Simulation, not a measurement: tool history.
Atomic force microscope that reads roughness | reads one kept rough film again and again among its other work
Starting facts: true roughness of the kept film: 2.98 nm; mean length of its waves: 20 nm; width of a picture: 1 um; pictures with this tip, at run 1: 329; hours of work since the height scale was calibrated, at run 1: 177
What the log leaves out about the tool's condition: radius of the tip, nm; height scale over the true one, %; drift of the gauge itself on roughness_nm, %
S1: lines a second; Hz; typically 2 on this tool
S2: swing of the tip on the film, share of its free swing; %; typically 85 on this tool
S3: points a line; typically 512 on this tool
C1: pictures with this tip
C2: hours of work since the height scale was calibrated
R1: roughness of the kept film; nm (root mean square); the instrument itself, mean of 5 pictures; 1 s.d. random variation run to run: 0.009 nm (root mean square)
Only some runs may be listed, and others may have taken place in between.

run    day    S1  S2   S3   C1   C2     R1
  1      0     2  85  512  329  177  1.542
  2  0.675     2  73  512  346  187  1.595
  3  1.104     2  85  548  357  194  1.504
     1.433  -- new tip fitted
  4  1.579     2  71  512    3  201  2.129
  5      2     2  71  512   14  207  2.118
  6  2.846  0.52  85  512   36  220   2.12
  7  3.571  0.52  85  512   54  231  2.097
  8  4.104  0.52  85  512   68  239  2.054
  9  4.796  0.52  85  512   85  249   2.02
 10  5.533  2.55  83  685  104  260  1.784
 11  6.362  2.55  83  685  125  273  1.763
 12  6.733  2.55  76  408  135  279  1.789
     6.846  -- height scale calibrated on a step standard
 13  7.192     2  88  512  145    5  1.721
 14  7.979     2  88  512  165   17  1.697
 15  8.638  3.16  60  287  182   27    1.8
 16  9.258  0.89  83  492  198   36  1.795
 17   9.95  0.89  83  492  216   47  1.769

How would selected steps in R1 from run to run divide? Give the signed amount a tool lacking its hidden state would still show from settings, what came in and random variation, and the signed amount left for the hidden state, including any gauge scatter that is not in both of the compared results.
Run 3 -> 4: S2 85 -> 71, S3 548 -> 512, new tip fitted. R1 +0.625 nm (root mean square): hidden state +0.488, all else +0.137.
